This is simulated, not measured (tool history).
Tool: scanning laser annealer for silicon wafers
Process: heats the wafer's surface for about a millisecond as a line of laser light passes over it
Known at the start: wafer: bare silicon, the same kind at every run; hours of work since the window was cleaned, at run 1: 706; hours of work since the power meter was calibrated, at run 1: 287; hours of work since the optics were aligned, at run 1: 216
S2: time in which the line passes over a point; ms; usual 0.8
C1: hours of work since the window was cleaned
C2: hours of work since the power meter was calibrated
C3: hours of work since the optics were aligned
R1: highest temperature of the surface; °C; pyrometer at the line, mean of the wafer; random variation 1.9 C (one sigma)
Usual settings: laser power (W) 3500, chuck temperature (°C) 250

run 1 hour=0 | laser_power_(W)=3500 S2=0.8 chuck_temperature_(°C)=250 | C1=706 C2=287 C3=216 | R1=1092
run 2 hour=8.5 | laser_power_(W)=3500 S2=0.762 chuck_temperature_(°C)=250 | C1=710 C2=291 C3=220 | R1=1076
run 3 hour=27.7 | laser_power_(W)=3500 S2=0.8 chuck_temperature_(°C)=250 | C1=718 C2=299 C3=228 | R1=1095
run 4 hour=40.6 | laser_power_(W)=3500 S2=0.8 chuck_temperature_(°C)=250 | C1=723 C2=305 C3=233 | R1=1092
run 5 hour=59 | laser_power_(W)=3500 S2=0.8 chuck_temperature_(°C)=250 | C1=731 C2=313 C3=241 | R1=1093
run 6 hour=77.3 | laser_power_(W)=3500 S2=0.8 chuck_temperature_(°C)=250 | C1=739 C2=321 C3=249 | R1=1092
run 7 hour=89.2 | laser_power_(W)=3500 S2=0.8 chuck_temperature_(°C)=250 | C1=744 C2=326 C3=254 | R1=1091
run 8 hour=105.9 | laser_power_(W)=3463 S2=0.914 chuck_temperature_(°C)=284 | C1=751 C2=333 C3=262 | R1=1166
run 9 hour=119.7 | laser_power_(W)=3463 S2=0.914 chuck_temperature_(°C)=284 | C1=757 C2=339 C3=267 | R1=1165
run 10 hour=130.7 | laser_power_(W)=3571 S2=0.712 chuck_temperature_(°C)=221 | C1=762 C2=344 C3=272 | R1=1045
run 11 hour=143.3 | laser_power_(W)=3688 S2=0.63 chuck_temperature_(°C)=262 | C1=768 C2=349 C3=278 | R1=1076
run 12 hour=153.2 | laser_power_(W)=3688 S2=0.63 chuck_temperature_(°C)=262 | C1=772 C2=353 C3=282 | R1=1075
run 13 hour=165.8 | laser_power_(W)=3054 S2=0.938 chuck_temperature_(°C)=265 | C1=777 C2=359 C3=287 | R1=1021

Forecast each of these 3 alternatives for the next run:
run A hour=181.8 | laser_power_(W)=3448 S2=0.8 chuck_temperature_(°C)=266 | C1=784 C2=366 C3=294 | R1=?
run B hour=181.8 | laser_power_(W)=3747 S2=0.938 chuck_temperature_(°C)=258 | C1=784 C2=366 C3=294 | R1=?
run C hour=181.8 | laser_power_(W)=3825 S2=0.975 chuck_temperature_(°C)=263 | C1=784 C2=366 C3=294 | R1=?

run=A R1=1096
run=B R1=1246
run=C R1=1297
Without the tool's hidden state the same runs would have given:
run=A R1=1098
run=B R1=1248
run=C R1=1299
